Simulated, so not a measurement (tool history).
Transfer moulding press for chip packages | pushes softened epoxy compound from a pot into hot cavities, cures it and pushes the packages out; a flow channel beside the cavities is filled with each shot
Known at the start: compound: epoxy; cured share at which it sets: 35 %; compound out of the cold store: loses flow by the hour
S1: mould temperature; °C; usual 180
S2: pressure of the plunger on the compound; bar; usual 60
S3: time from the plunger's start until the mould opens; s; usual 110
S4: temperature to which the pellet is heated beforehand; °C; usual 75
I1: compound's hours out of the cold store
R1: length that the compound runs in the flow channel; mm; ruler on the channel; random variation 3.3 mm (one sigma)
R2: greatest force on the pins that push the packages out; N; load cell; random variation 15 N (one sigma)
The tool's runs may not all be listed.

run 1 hour=0 | S1=180 S2=60 S3=110 S4=75 | I1=45.9 | R1=454 R2=668
run 2 hour=26.9 | S1=180 S2=60 S3=110 S4=75 | I1=36.4 | R1=475 R2=926
-- hour=46.7 plunger's sealing rings changed
-- hour=66.9 cavities cleaned with cleaning compound and waxed
run 3 hour=80.5 | S1=180 S2=60 S3=110 S4=75 | I1=26.2 | R1=540 R2=832
run 4 hour=109.4 | S1=180 S2=60 S3=110 S4=75 | I1=16.6 | R1=562 R2=1050
-- hour=134.1 cavities cleaned with cleaning compound and waxed
run 5 hour=161.3 | S1=180 S2=60 S3=110 S4=75 | I1=40.5 | R1=496 R2=938
-- hour=199.7 cavities cleaned with cleaning compound and waxed
run 6 hour=209.2 | S1=180 S2=60 S3=110 S4=75 | I1=36.2 | R1=502 R2=752
run 7 hour=233.6 | S1=180 S2=60 S3=110 S4=75 | I1=43.6 | R1=485 R2=903
-- hour=266.3 cavities cleaned with cleaning compound and waxed
run 8 hour=284.7 | S1=180 S2=60 S3=110 S4=75 | I1=10.7 | R1=553 R2=913
run 9 hour=309.3 | S1=180 S2=60 S3=110 S4=75 | I1=45 | R1=474 R2=979
-- hour=334.8 cavities cleaned with cleaning compound and waxed
run 10 hour=362.4 | S1=180 S2=60 S3=110 S4=75 | I1=20.8 | R1=518 R2=935
run 11 hour=395.7 | S1=180 S2=46.5 S3=110 S4=75 | I1=34.2 | R1=427 R2=1058
-- hour=401.1 cavities cleaned with cleaning compound and waxed
run 12 hour=428 | S1=180 S2=46.5 S3=110 S4=75 | I1=20.4 | R1=453 R2=945
run 13 hour=455.7 | S1=180 S2=46.5 S3=110 S4=75 | I1=15 | R1=457 R2=1063
-- hour=469.5 cavities cleaned with cleaning compound and waxed
run 14 hour=507.3 | S1=185 S2=54.8 S3=131 S4=75 | I1=9.9 | R1=492 R2=679
-- hour=513.2 mould's thermocouples calibrated
-- hour=515.7 plunger's sealing rings changed
-- hour=539.7 cavities cleaned with cleaning compound and waxed
run 15 hour=549.6 | S1=177 S2=72.8 S3=150 S4=75 | I1=36.8 | R1=580 R2=550
run 16 hour=589.6 | S1=177 S2=72.8 S3=132 S4=75 | I1=9.8 | R1=648 R2=902
-- hour=606.3 cavities cleaned with cleaning compound and waxed
-- hour=614.5 mould's thermocouples calibrated, once more
run 17 hour=619.8 | S1=177 S2=68.3 S3=104 S4=75 | I1=21.4 | R1=586 R2=1229
run 18 hour=655.1 | S1=172 S2=53.3 S3=116 S4=83 | I1=9.2 | R1=560 R2=1887
-- hour=675.1 cavities cleaned with cleaning compound and waxed
run 19 hour=688.6 | S1=172 S2=53.3 S3=116 S4=83 | I1=20.3 | R1=533 R2=1401
run 20 hour=738.1 | S1=180 S2=61.6 S3=95 S4=80 | I1=35.2 | R1=503 R2=1527
-- hour=744.4 cavities cleaned with cleaning compound and waxed
run 21 hour=784.1 | S1=180 S2=61.6 S3=95 S4=80 | I1=23.9 | R1=532 R2=1393
-- hour=811.1 cavities cleaned with cleaning compound and waxed
run 22 hour=826.8 | S1=180 S2=60 S3=141 S4=72 | I1=17.7 | R1=526 R2=607
run 23 hour=868.1 | S1=180 S2=60 S3=141 S4=72 | I1=12 | R1=538 R2=810
-- hour=876.6 cavities cleaned with cleaning compound and waxed
run 24 hour=904.9 | S1=188 S2=67.3 S3=110 S4=75 | I1=46.6 | R1=466 R2=664
-- hour=944.3 cavities cleaned with cleaning compound and waxed
run 25 hour=948.1 | S1=188 S2=67.3 S3=110 S4=75 | I1=28.4 | R1=499 R2=501
-- hour=982.3 plunger's sealing rings changed
run 26 hour=998.8 | S1=180 S2=67.3 S3=110 S4=76 | I1=12.7 | R1=607 R2=1079

4 ways to go on from here, each from the tool as it stands after run 26. What would each give?
-- hour=1013.2 cavities cleaned with cleaning compound and waxed
run A hour=1030.5 | S1=181 S2=60 S3=98 S4=77 | I1=12.6 | R1=? R2=?
-- hour=1013.2 cavities cleaned with cleaning compound and waxed
run B hour=1030.5 | S1=181 S2=58.1 S3=110 S4=75 | I1=16.8 | R1=? R2=?
-- hour=1013.2 cavities cleaned with cleaning compound and waxed
run C hour=1030.5 | S1=173 S2=67.3 S3=113 S4=76 | I1=27.2 | R1=? R2=?
-- hour=1013.2 cavities cleaned with cleaning compound and waxed
run D hour=1030.5 | S1=180 S2=67.3 S3=140 S4=79 | I1=16.6 | R1=? R2=?

run=A R1=573 R2=1035
run=B R1=550 R2=809
run=C R1=589 R2=1375
run=D R1=596 R2=631
Without the tool's hidden state the same runs would have given:
run=A R1=582 R2=855
run=B R1=559 R2=662
run=C R1=599 R2=1132
run=D R1=606 R2=495
